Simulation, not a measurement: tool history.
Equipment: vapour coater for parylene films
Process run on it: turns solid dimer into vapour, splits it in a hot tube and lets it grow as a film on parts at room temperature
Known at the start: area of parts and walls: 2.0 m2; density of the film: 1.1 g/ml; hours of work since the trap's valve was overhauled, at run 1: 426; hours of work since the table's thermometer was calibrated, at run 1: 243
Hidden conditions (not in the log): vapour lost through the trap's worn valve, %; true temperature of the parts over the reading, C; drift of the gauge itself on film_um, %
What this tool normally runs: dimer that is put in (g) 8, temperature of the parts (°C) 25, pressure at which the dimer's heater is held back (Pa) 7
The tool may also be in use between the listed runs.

run	day	dimer that is put in (g)	temperature of the parts (°C)	pressure at which the dimer's heater is held back (Pa)	hours of work since the trap's valve was overhauled	hours of work since the table's thermometer was calibrated	thickness of the film (µm)
1	0	8	25	7	426	243	2.42
2	0.504	10	25	7	436	253	3.03
3	1.075	10	25	7	448	265	3.01
4	1.7	10	25	7	460	278	3.02
5	2.312	10	25	7	473	290	3.02
6	2.933	10	25	7	485	303	3
7	3.467	10	25	7	496	313	2.96
# day 3.758: trap's valve overhauled
8	4.167	10	25	7	8	324	3.36
9	4.788	10	25	7	21	337	3.41
10	5.442	10	25	7	34	350	3.35
11	5.871	13	35	3.03	43	359	4.08
12	6.525	3	21	3.23	56	372	1.17
13	7.183	8	24	5.35	69	385	2.8
14	7.846	5	33	6.82	83	399	1.45
15	8.412	5	33	6.82	94	410	1.43
16	8.758	5	33	6.82	101	417	1.45
17	9.317	6	37	7	113	429	1.61
18	9.6	12	30	10.5	118	434	3.47

Consider 4 possible next runs. They are alternatives, not a sequence: every one starts from the tool as it was left by run 18. What does each give?
A	10.271	5	35	2.85	132	448	?
B	10.271	4	31	3.73	132	448	?
C	10.271	5	22	7	132	448	?
D	10.271	12	30	6.65	132	448	?

run	thickness of the film (µm)
A	1.54
B	1.28
C	1.73
D	3.65
Stripped of hidden state, with their random variation kept, the same runs would have yielded:
run	thickness of the film (µm)
A	1.6
B	1.33
C	1.79
D	3.79

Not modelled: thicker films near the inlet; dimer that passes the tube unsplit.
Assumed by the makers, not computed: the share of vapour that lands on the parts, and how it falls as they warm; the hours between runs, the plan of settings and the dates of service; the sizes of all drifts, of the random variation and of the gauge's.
